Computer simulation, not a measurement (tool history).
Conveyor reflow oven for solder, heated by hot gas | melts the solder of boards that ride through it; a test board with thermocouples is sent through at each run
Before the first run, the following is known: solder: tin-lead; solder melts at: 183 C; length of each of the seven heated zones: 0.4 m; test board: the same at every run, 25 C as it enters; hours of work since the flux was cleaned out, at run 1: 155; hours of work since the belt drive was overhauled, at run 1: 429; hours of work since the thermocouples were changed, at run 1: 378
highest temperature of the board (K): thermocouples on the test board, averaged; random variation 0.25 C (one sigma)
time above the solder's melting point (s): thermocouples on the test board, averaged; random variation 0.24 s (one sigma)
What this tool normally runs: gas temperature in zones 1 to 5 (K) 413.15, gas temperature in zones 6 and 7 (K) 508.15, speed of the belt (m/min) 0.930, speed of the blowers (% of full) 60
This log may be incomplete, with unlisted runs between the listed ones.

run	hour	gas temperature in zones 1 to 5 (K)	gas temperature in zones 6 and 7 (K)	speed of the belt (m/min)	speed of the blowers (% of full)	hours of work since the flux was cleaned out	hours of work since the belt drive was overhauled	hours of work since the thermocouples were changed	highest temperature of the board (K)	time above the solder's melting point (s)
1	0.0	413.15	508.15	0.930	60	155	429	378	490.45	39.7
# hour 11.2: flux residue cleaned out of gas plates and filters
2	12.0	413.15	508.15	1.059	60	0	433	382	485.95	31.7
3	21.3	413.15	508.15	1.059	60	6	438	387	485.75	31.5
4	33.2	415.15	508.15	0.930	60	13	445	394	490.75	39.9
5	43.9	413.15	508.15	0.930	51	19	451	400	487.05	37.2
6	54.8	413.15	508.15	0.930	55	26	458	407	488.15	37.9
7	67.2	413.15	508.15	0.930	55	33	465	414	488.75	38.5
# hour 77.8: flux residue cleaned out of gas plates and filters, once more
8	82.1	413.15	508.15	0.930	55	3	471	420	490.45	39.5
9	92.6	413.15	508.15	0.930	60	9	477	426	492.05	40.3
10	105.5	413.15	508.15	0.930	60	16	485	434	491.95	40.4
11	118.1	413.15	508.15	0.930	60	24	492	441	491.45	40.0
12	131.2	413.15	508.15	0.930	60	31	500	449	491.95	39.7
13	140.6	413.15	500.15	0.930	60	37	505	454	485.05	36.2
14	149.0	405.15	508.15	0.930	60	42	510	459	490.15	37.4
15	158.6	409.15	508.15	0.930	60	47	516	465	490.75	38.5
16	172.8	410.15	508.15	0.930	60	56	524	473	491.35	39.0
17	188.6	413.15	514.15	0.930	60	65	533	482	496.15	42.2
18	197.2	413.15	501.15	1.056	72	70	538	487	485.05	31.7
19	213.1	402.15	510.15	0.842	88	79	548	497	501.25	47.6
20	226.6	402.15	510.15	0.842	88	87	556	505	501.15	47.8
21	238.1	420.15	518.15	0.927	58	94	562	511	500.75	45.9
22	245.7	413.15	504.15	0.939	74	98	567	516	491.55	39.9
23	254.5	413.15	515.15	0.939	57	104	572	521	496.15	42.1
24	269.4	403.15	499.15	0.939	57	112	581	530	480.35	30.2
25	276.1	403.15	499.15	0.939	57	116	585	534	480.35	30.0
26	290.1	410.15	508.15	0.930	60	125	593	542	491.35	38.7
27	299.7	413.15	511.15	1.119	60	130	598	548	486.95	30.6
28	313.7	413.15	511.15	1.119	60	138	607	556	486.95	30.1
29	327.4	423.15	497.15	0.930	73	146	615	564	486.55	40.5
30	341.3	423.15	497.15	0.930	52	155	623	572	481.85	36.2

What if the next run were any one of these 3? Each begins from the tool's condition after run 30:
# hour 353.0: flux residue cleaned out of gas plates and filters
A	360.9	428.15	504.15	0.930	60	5	631	581	?	?
# hour 353.0: flux residue cleaned out of gas plates and filters
B	360.9	423.15	500.15	0.930	52	5	631	581	?	?
# hour 353.0: flux residue cleaned out of gas plates and filters
C	360.9	403.15	516.15	0.898	60	5	631	581	?	?

run	highest temperature of the board (K)	time above the solder's melting point (s)
A	491.85	44.4
B	484.85	38.7
C	498.75	43.1
Without the tool's unlogged condition, the same runs would have read:
run	highest temperature of the board (K)	time above the solder's melting point (s)
A	490.75	43.3
B	483.65	37.5
C	497.45	42.0
